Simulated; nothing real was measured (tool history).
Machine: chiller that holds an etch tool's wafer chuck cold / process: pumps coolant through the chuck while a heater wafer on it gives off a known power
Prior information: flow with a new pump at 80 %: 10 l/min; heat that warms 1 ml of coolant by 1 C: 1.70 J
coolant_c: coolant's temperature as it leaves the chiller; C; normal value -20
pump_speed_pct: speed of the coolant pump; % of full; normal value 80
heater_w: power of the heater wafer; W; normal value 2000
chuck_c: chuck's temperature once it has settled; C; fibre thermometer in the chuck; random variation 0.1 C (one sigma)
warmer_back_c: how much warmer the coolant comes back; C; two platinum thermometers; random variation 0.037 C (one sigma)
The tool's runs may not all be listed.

Run 1, hour 0: usual settings. Result: chuck_c 2.2 C, warmer_back_c 7.11 C.
Run 2, hour 66.5: usual settings but heater_w 1867 W. Result: chuck_c 1 C, warmer_back_c 6.64 C.
Run 3, hour 144.9: usual settings but heater_w 1867 W. Result: chuck_c 1 C, warmer_back_c 6.64 C.
Run 4, hour 221.6: usual settings but heater_w 1867 W. Result: chuck_c 0.9 C, warmer_back_c 6.66 C.
Run 5, hour 291.9: usual settings but heater_w 1867 W. Result: chuck_c 0.9 C, warmer_back_c 6.65 C.
Run 6, hour 342.4: usual settings but heater_w 1867 W. Result: chuck_c 1 C, warmer_back_c 6.65 C.
Run 7, hour 394.7: usual settings but heater_w 1867 W. Result: chuck_c 1.1 C, warmer_back_c 6.69 C.
Run 8, hour 478.5: usual settings but heater_w 1867 W. Result: chuck_c 1.2 C, warmer_back_c 6.7 C.
Run 9, hour 524.9: usual settings but heater_w 1867 W. Result: chuck_c 1.1 C, warmer_back_c 6.68 C.
Run 10, hour 609.9: usual settings but heater_w 1896 W. Result: chuck_c 1.5 C, warmer_back_c 6.76 C.
Run 11, hour 684: usual settings but heater_w 1323 W. Result: chuck_c -5.1 C, warmer_back_c 4.74 C.
At hour 694.8: coolant pump overhauled.
Run 12, hour 784: usual settings but heater_w 1323 W. Result: chuck_c -5 C, warmer_back_c 4.8 C.
Run 13, hour 836.7: usual settings but heater_w 1323 W. Result: chuck_c -5 C, warmer_back_c 4.78 C.
Run 14, hour 893.9: usual settings but heater_w 1323 W. Result: chuck_c -4.8 C, warmer_back_c 4.8 C.
Run 15, hour 974.6: usual settings but pump_speed_pct 92 % of full, heater_w 1323 W. Result: chuck_c -5.8 C, warmer_back_c 4.14 C.
At hour 993.9: coolant pump overhauled, once more.
Run 16, hour 1075.4: usual settings but coolant_c -25 C. Result: chuck_c -2.2 C, warmer_back_c 7.03 C.
Run 17, hour 1137.6: usual settings but coolant_c -18 C, heater_w 1108 W. Result: chuck_c -5.4 C, warmer_back_c 3.92 C.
Run 18, hour 1193.5: usual settings but coolant_c -18 C, pump_speed_pct 93 % of full, heater_w 1676 W. Result: chuck_c -0.5 C, warmer_back_c 5 C.
Run 19, hour 1267.3: usual settings but coolant_c -18 C, pump_speed_pct 93 % of full, heater_w 1676 W. Result: chuck_c -0.4 C, warmer_back_c 5.04 C.
Run 20, hour 1315.7: usual settings but coolant_c -18 C, pump_speed_pct 93 % of full, heater_w 1676 W. Result: chuck_c -0.3 C, warmer_back_c 5 C.
Run 21, hour 1402: usual settings but coolant_c -23 C, pump_speed_pct 93 % of full, heater_w 1172 W. Result: chuck_c -10.8 C, warmer_back_c 3.49 C.
Run 22, hour 1479.4: usual settings but coolant_c -23 C, pump_speed_pct 93 % of full, heater_w 1172 W. Result: chuck_c -10.8 C, warmer_back_c 3.54 C.
Run 23, hour 1558.4: usual settings but coolant_c -23 C, pump_speed_pct 93 % of full, heater_w 1172 W. Result: chuck_c -10.8 C, warmer_back_c 3.52 C.
At hour 1586.9: chiller's thermometer calibrated.
Run 24, hour 1620.8: usual settings but coolant_c -29 C, pump_speed_pct 93 % of full, heater_w 1940 W. Result: chuck_c -8 C, warmer_back_c 5.89 C.
Run 25, hour 1681: usual settings but coolant_c -15 C, pump_speed_pct 98 % of full, heater_w 1090 W. Result: chuck_c -3.7 C, warmer_back_c 3.09 C.
Run 26, hour 1725.5: usual settings but coolant_c -15 C, pump_speed_pct 98 % of full, heater_w 1090 W. Result: chuck_c -3.6 C, warmer_back_c 3.13 C.
Run 27, hour 1784.1: usual settings but pump_speed_pct 95 % of full. Result: chuck_c 1.3 C, warmer_back_c 5.9 C.
Run 28, hour 1874.3: usual settings but coolant_c -15 C. Result: chuck_c 8.5 C, warmer_back_c 7.14 C.
Run 29, hour 1920.5: usual settings but coolant_c -24 C, pump_speed_pct 93 % of full, heater_w 1510 W. Result: chuck_c -7.5 C, warmer_back_c 4.53 C.
Run 30, hour 1991.3: usual settings but coolant_c -24 C, pump_speed_pct 93 % of full, heater_w 1075 W. Result: chuck_c -12.3 C, warmer_back_c 3.26 C.
Run 31, hour 2031.4: usual settings but coolant_c -24 C, pump_speed_pct 93 % of full, heater_w 1075 W. Result: chuck_c -12.3 C, warmer_back_c 3.26 C.
Run 32, hour 2088.3: usual settings but coolant_c -24 C, pump_speed_pct 93 % of full, heater_w 1075 W. Result: chuck_c -12.3 C, warmer_back_c 3.26 C.

Alternative continuations, all from the tool just after run 32; predict every row:
Run A, hour 2130.8: usual settings but pump_speed_pct 69 % of full. Result: chuck_c ?, warmer_back_c ?.
Run B, hour 2130.8: usual settings but heater_w 1517 W. Result: chuck_c ?, warmer_back_c ?.
Run C, hour 2130.8: usual settings but coolant_c -24 C, pump_speed_pct 75 % of full, heater_w 2065 W. Result: chuck_c ?, warmer_back_c ?.
Run D, hour 2130.8: usual settings but coolant_c -24 C, pump_speed_pct 62 % of full, heater_w 1075 W. Result: chuck_c ?, warmer_back_c ?.

run  chuck_c  warmer_back_c
  A        6           8.42
  B       -2           5.42
  C      1.6           7.91
  D     -9.1           5.11
With the hidden condition removed and each run's random variation left untouched, the same runs would have given:
run  chuck_c  warmer_back_c
  A      2.7           8.33
  B     -4.3           5.36
  C     -1.7           7.82
  D      -11           5.06

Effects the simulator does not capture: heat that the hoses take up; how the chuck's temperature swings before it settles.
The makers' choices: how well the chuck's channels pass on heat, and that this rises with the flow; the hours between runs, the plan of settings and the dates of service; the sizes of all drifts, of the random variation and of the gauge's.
